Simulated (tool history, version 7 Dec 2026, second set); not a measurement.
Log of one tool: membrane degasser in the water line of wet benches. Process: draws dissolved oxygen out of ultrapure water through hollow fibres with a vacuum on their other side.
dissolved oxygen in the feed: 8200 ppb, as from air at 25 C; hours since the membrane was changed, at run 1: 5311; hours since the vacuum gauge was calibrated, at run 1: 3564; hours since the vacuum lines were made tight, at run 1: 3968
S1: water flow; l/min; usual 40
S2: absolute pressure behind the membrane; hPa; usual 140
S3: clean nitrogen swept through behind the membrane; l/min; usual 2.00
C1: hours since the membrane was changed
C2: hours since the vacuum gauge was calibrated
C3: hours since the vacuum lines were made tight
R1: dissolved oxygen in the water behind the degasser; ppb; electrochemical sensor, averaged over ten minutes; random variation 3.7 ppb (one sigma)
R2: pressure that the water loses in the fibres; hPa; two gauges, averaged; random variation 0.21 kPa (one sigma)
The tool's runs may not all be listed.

run	hour	S1	S2	S3	C1	C2	C3	R1	R2
1	0.0	40	140	2.00	5311	3564	3968	499.2	498.8
2	110.0	40	140	2.00	5421	3674	4078	503.9	499.1
# hour 121.2: vacuum gauge calibrated
3	184.0	40	140	2.00	5494	63	4152	509.4	499.8
4	302.0	40	140	2.00	5612	181	4270	508.2	495.0
5	431.3	40	140	2.00	5741	310	4399	509.5	496.4
6	542.7	40	140	2.00	5853	421	4510	504.8	501.3
7	639.8	40	140	2.00	5950	519	4607	515.5	494.2
8	748.7	40	140	2.00	6059	628	4716	511.0	497.5
9	869.4	40	140	2.00	6179	748	4837	507.7	497.4
10	948.1	40	140	2.00	6258	827	4916	509.3	499.0
11	1046.8	40	143	2.00	6357	926	5014	521.2	497.9
12	1178.4	40	143	2.00	6488	1057	5146	525.4	493.8
13	1284.8	40	143	2.00	6595	1164	5252	518.4	494.9
14	1419.5	40	143	2.00	6729	1298	5387	516.9	491.2
15	1483.9	48	199	2.31	6794	1363	5452	794.5	592.1
16	1574.1	48	199	2.31	6884	1453	5542	801.4	593.1
17	1664.6	48	199	2.31	6975	1543	5632	794.3	592.2
18	1789.8	49	127	2.71	7100	1669	5757	480.2	605.1
19	1924.1	49	127	2.71	7234	1803	5892	474.8	606.0
20	2017.5	49	127	2.71	7327	1896	5985	475.0	599.8
21	2121.7	51	232	1.14	7432	2000	6089	1592.1	627.5
22	2185.4	51	232	1.14	7495	2064	6153	1558.1	624.3
23	2303.8	30	140	1.13	7614	2183	6271	593.5	365.3
24	2426.5	48	140	1.23	7737	2305	6394	875.9	589.5
25	2506.0	48	140	1.23	7816	2385	6474	876.8	590.0
26	2623.9	40	87	2.00	7934	2503	6592	292.6	491.4

3 ways to go on from here, each from the tool as it stands after run 26. What would each give?
A	2766.9	42	256	1.31	8077	2646	6735	?	?
B	2766.9	52	140	2.00	8077	2646	6735	?	?
C	2766.9	37	132	3.08	8077	2646	6735	?	?

run	R1	R2
A	1351.2	517.2
B	696.4	635.5
C	306.6	451.6
Without the tool's hidden state the same runs would have given:
run	R1	R2
A	1350.6	529.3
B	695.5	650.4
C	306.2	462.2
